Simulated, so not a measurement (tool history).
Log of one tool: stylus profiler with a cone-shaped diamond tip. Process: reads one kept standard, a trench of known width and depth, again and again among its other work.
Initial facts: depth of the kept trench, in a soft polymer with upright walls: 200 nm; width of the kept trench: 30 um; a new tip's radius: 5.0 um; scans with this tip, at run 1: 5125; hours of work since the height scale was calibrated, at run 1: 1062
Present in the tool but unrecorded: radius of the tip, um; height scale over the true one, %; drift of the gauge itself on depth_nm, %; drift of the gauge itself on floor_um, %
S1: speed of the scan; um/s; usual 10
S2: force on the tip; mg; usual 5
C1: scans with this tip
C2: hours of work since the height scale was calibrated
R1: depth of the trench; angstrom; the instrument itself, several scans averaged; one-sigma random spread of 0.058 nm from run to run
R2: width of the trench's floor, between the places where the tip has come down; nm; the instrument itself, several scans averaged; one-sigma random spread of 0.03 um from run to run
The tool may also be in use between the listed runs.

{"run": 1, "hour": 0.0, "S1": 10, "S2": 5, "C1": 5125, "C2": 1062, "R1": 2037.2, "R2": 26350}
{"run": 2, "hour": 16.6, "S1": 5, "S2": 5, "C1": 5164, "C2": 1070, "R1": 2038.4, "R2": 26370}
{"run": 3, "hour": 34.9, "S1": 10, "S2": 8.98, "C1": 5207, "C2": 1079, "R1": 2054.6, "R2": 26400}
{"run": 4, "hour": 52.0, "S1": 10, "S2": 8.98, "C1": 5247, "C2": 1088, "R1": 2055.5, "R2": 26350}
{"run": 5, "hour": 77.1, "S1": 10, "S2": 12.17, "C1": 5305, "C2": 1100, "R1": 2066.5, "R2": 26400}
{"run": 6, "hour": 106.6, "S1": 10, "S2": 12.17, "C1": 5374, "C2": 1114, "R1": 2066.6, "R2": 26390}
{"run": 7, "hour": 127.5, "S1": 10, "S2": 12.17, "C1": 5423, "C2": 1124, "R1": 2066.7, "R2": 26390}

Run 8 comes next. What will it give?
{"run": 8, "hour": 161.1, "S1": 25, "S2": 1.77, "C1": 5502, "C2": 1141, "R1": "?", "R2": "?"}

{"run 8": {"R1": 2020.9, "R2": 26260}}
Were there no unlogged condition in the tool, this run, its random variation unchanged, would have produced R1 2017.1 angstrom, R2 27100 nm.
